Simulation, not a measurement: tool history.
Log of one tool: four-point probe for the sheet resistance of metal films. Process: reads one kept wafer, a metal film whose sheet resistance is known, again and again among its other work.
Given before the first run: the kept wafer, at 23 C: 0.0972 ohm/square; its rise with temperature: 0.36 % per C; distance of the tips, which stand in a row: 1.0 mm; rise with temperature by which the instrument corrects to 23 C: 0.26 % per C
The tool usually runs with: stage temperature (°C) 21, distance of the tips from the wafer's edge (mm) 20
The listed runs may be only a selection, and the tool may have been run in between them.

| run | hour | stage temperature (°C) | distance of the tips from the wafer's edge (mm) | sheet resistance as the instrument gives it (ohm/square) |
|---|---|---|---|---|
| 1 | 0.0 | 21 | 20 | 0.097038 |
| 2 | 30.4 | 21 | 20 | 0.097076 |
| 3 | 92.5 | 22 | 20 | 0.097208 |
| 4 | 149.5 | 21 | 20 | 0.097035 |
| 5 | 178.1 | 21 | 20 | 0.097106 |
| 6 | 244.4 | 27 | 20 | 0.097678 |
| 7 | 283.6 | 27 | 20 | 0.097685 |
| 8 | 348.0 | 21 | 20 | 0.097121 |
| 9 | 380.1 | 21 | 20 | 0.097085 |
| 10 | 428.0 | 21 | 32 | 0.097032 |
| 11 | 481.9 | 21 | 32 | 0.097068 |
| 12 | 523.5 | 34 | 20 | 0.098346 |
| 13 | 578.5 | 26 | 54 | 0.097517 |
| 14 | 613.4 | 30 | 11 | 0.098281 |
| 15 | 647.8 | 34 | 21 | 0.098347 |
| 16 | 704.1 | 25 | 20 | 0.097515 |
| 17 | 745.3 | 25 | 20 | 0.097522 |
| 18 | 779.3 | 25 | 23 | 0.097495 |
| 19 | 821.4 | 24 | 18 | 0.097458 |
| 20 | 850.7 | 24 | 18 | 0.097512 |
| 21 | 908.0 | 24 | 64 | 0.097349 |
| 22 | 971.9 | 20 | 6 | 0.098377 |
| 23 | 1022.2 | 20 | 6 | 0.098382 |
| 24 | 1057.7 | 20 | 5 | 0.099003 |

Consider 3 possible next runs. They are alternatives, not a sequence: every one starts from the tool as it was left by run 24. What does each give?
| A | 1125.7 | 23 | 12 | ? |
| B | 1125.7 | 20 | 33 | ? |
| C | 1125.7 | 34 | 3 | ? |

| run | sheet resistance as the instrument gives it (ohm/square) |
|---|---|
| A | 0.097640 |
| B | 0.097031 |
| C | 0.103799 |
Without the tool's hidden state the same runs would have given:
| run | sheet resistance as the instrument gives it (ohm/square) |
|---|---|
| A | 0.097583 |
| B | 0.096975 |
| C | 0.103736 |

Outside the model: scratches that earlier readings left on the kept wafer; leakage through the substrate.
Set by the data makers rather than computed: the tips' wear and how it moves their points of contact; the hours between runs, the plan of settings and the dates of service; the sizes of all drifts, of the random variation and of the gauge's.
